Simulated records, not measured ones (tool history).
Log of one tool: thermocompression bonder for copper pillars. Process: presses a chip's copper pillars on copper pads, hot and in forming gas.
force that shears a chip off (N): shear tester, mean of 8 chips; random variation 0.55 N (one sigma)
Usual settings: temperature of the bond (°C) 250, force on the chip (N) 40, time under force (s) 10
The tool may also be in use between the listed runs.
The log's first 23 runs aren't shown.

run   hour  temperature of the bond (°C)  force on the chip (N)  time under force (s)  force that shears a chip off (N)
 24  338.9                           229                     38                     6                              27.5
 25  356.3                           229                     38                     6                                28
 26  369.6                           250                     24                    10                              36.1
 27  380.9                           249                     24                    10                              35.1
 28  394.7                           249                     24                    10                              36.1
 29  413.8                           249                     24                    10                              35.3
 30  430.1                           234                     24                    24                              38.7
 31  443.9                           234                     54                    24                              69.9
 32  460.4                           275                     39                    24                              98.5
 33  472.4                           252                     47                    24                              82.4
 34  481.6                           230                     39                    29                              56.6
 35    500                           229                     40                    11                                37
 36    515                           250                     40                    29                              78.6
     519.6  -- heater calibrated with a thermocouple chip
 37  530.7                           233                     38                    19                              48.9
 38  551.3                           233                     38                    19                              49.3
 39  564.1                           232                     38                    19                                48

Forecast each of these 5 alternatives for the next run:
  A  572.7                           263                     46                    19                                 ?
  B  572.7                           269                     45                     7                                 ?
  C  572.7                           250                     40                    10                                 ?
  D  572.7                           249                     40                    10                                 ?
  E  572.7                           265                     38                     6                                 ?

run  force that shears a chip off (N)
  A                                88
  B                                69
  C                              54.3
  D                              53.7
  E                              54.7
Without the tool's hidden state the same runs would have given:
run  force that shears a chip off (N)
  A                              88.2
  B                              69.1
  C                              54.4
  D                              53.8
  E                              54.8

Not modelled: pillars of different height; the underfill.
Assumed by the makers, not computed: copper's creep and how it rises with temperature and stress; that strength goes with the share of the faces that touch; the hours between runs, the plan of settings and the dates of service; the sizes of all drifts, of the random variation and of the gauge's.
